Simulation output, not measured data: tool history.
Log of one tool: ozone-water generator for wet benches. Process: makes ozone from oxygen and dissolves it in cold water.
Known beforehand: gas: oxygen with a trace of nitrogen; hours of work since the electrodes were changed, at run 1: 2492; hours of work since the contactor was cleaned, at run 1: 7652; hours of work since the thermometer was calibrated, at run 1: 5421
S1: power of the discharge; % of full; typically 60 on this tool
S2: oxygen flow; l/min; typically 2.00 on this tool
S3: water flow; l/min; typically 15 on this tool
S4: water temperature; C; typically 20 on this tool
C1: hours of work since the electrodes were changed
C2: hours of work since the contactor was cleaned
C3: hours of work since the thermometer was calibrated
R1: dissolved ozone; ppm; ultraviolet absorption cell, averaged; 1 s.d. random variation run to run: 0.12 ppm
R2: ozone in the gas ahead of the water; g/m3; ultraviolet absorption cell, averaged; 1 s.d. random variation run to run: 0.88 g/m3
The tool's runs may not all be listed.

| run | day | S1 | S2 | S3 | S4 | C1 | C2 | C3 | R1 | R2 |
|---|---|---|---|---|---|---|---|---|---|---|
| 1 | 0.000 | 60 | 2.00 | 15 | 20 | 2492 | 7652 | 5421 | 9.0 | 139.5 |
| 2 | 2.417 | 60 | 2.00 | 15 | 20 | 2541 | 7701 | 5469 | 9.0 | 140.4 |
|  | 3.821 | water thermometer calibrated |
| 3 | 5.225 | 60 | 2.00 | 15 | 14 | 2596 | 7756 | 28 | 9.6 | 139.7 |
| 4 | 9.458 | 60 | 2.00 | 15 | 20 | 2681 | 7841 | 113 | 9.2 | 140.5 |
| 5 | 11.788 | 60 | 1.07 | 15 | 20 | 2728 | 7887 | 159 | 6.7 | 173.0 |
| 6 | 14.317 | 60 | 2.00 | 15 | 21 | 2778 | 7938 | 210 | 8.8 | 140.2 |
| 7 | 17.025 | 60 | 2.00 | 15 | 21 | 2832 | 7992 | 264 | 8.8 | 140.1 |

Expected results for the next run?
| 8 | 20.208 | 60 | 2.00 | 15 | 21 | 2896 | 8056 | 328 | ? | ? |

R1: 8.8 ppm
R2: 139.9 g/m3
The same run, on a tool lacking any hidden state, would have yielded R1 9.7 ppm, R2 145.1 g/m3.
